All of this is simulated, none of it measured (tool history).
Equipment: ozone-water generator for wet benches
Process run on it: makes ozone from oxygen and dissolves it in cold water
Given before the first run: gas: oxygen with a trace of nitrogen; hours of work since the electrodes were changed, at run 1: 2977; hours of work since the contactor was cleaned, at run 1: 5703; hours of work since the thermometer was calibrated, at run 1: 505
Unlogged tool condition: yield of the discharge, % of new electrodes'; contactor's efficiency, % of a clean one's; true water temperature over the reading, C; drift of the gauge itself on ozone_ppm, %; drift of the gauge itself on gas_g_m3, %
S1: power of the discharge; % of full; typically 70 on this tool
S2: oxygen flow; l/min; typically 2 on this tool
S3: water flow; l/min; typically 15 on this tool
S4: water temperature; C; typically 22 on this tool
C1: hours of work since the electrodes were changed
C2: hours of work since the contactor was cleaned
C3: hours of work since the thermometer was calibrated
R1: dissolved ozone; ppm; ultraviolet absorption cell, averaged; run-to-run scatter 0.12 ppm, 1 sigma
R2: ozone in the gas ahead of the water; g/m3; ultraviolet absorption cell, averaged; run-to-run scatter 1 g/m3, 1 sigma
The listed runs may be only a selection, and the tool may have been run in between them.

run	hour	S1	S2	S3	S4	C1	C2	C3	R1	R2
1	0	70	2	15	22	2977	5703	505	11.2	175
2	130.6	70	2	15	22	3067	5792	595	11.4	175.8
3	186.8	70	2	15	22	3105	5831	633	11.1	174.3
4	325.8	70	2	15	22	3201	5926	729	11.4	175.8
5	462.1	70	2	15	22	3294	6020	822	11.3	175
6	527.9	70	2	15	22	3339	6065	867	11.1	176.4
7	596.4	70	2	19	22	3386	6112	914	8.7	177
8	707.3	70	2	19	22	3462	6188	991	8.4	176.1
9	833.5	70	2	19	22	3549	6275	1077	8.5	176.3
# hour 887.4: contactor cleaned
10	931.6	70	2	19	17	3614	30	1142	9.1	177.3
11	1022.7	70	2	19	17	3676	93	1204	9.1	176.8
12	1084.8	70	2	19	22	3719	135	1247	8.9	177.7
13	1195.4	70	2	19	22	3795	211	1323	8.6	179.8
14	1294.4	70	2	16	22	3863	279	1391	10.5	180.2
15	1400.4	70	2	16	22	3935	352	1464	10.3	180.8
16	1457.5	54	2	12	22	3975	391	1503	12.1	157.6
17	1571.8	70	2.36	12	14	4053	470	1581	15.8	165.9
18	1679.7	70	2.36	12	14	4127	544	1655	15.8	164.5
19	1756.1	77	3.06	15	23	4179	596	1708	12.1	152.8
20	1858.7	77	3.06	15	23	4250	667	1778	12.3	151
21	1991.3	43	3.32	15	23	4341	758	1869	9.2	108.6
# hour 2062: gauge calibrated
22	2091.9	100	3.12	16	18	4410	827	1938	14	167.9
23	2199.8	100	3.12	16	18	4484	901	2012	14.3	167.9
24	2332.9	65	1.27	11	24	4575	992	2103	13.5	212.4
25	2407.9	53	1.27	11	24	4627	1044	2155	12.1	191.3
26	2488.5	53	1.27	11	24	4682	1099	2210	11.9	193.2
27	2584.4	59	2	18	22	4748	1165	2276	8.3	160.4
28	2676.5	59	2	18	22	4811	1228	2339	8.6	161.6
29	2778.8	41	1.14	23	23	4881	1298	2410	4.5	177.9
30	2847.4	82	2	15	21	4928	1345	2457	12.4	192.9

Branching from run 30: 3 alternative next runs. What would each branch give?
A	2925.1	42	2	20	19	4982	1399	2510	?	?
B	2925.1	70	2	15	27	4982	1399	2510	?	?
C	2925.1	70	1.66	15	22	4982	1399	2510	?	?

run	R1	R2
A	6.3	138.6
B	10.9	176.7
C	10.8	194.3
Had the tool no hidden state, the same runs would have come out as:
run	R1	R2
A	6.4	137
B	10.9	174.8
C	10.8	192.2
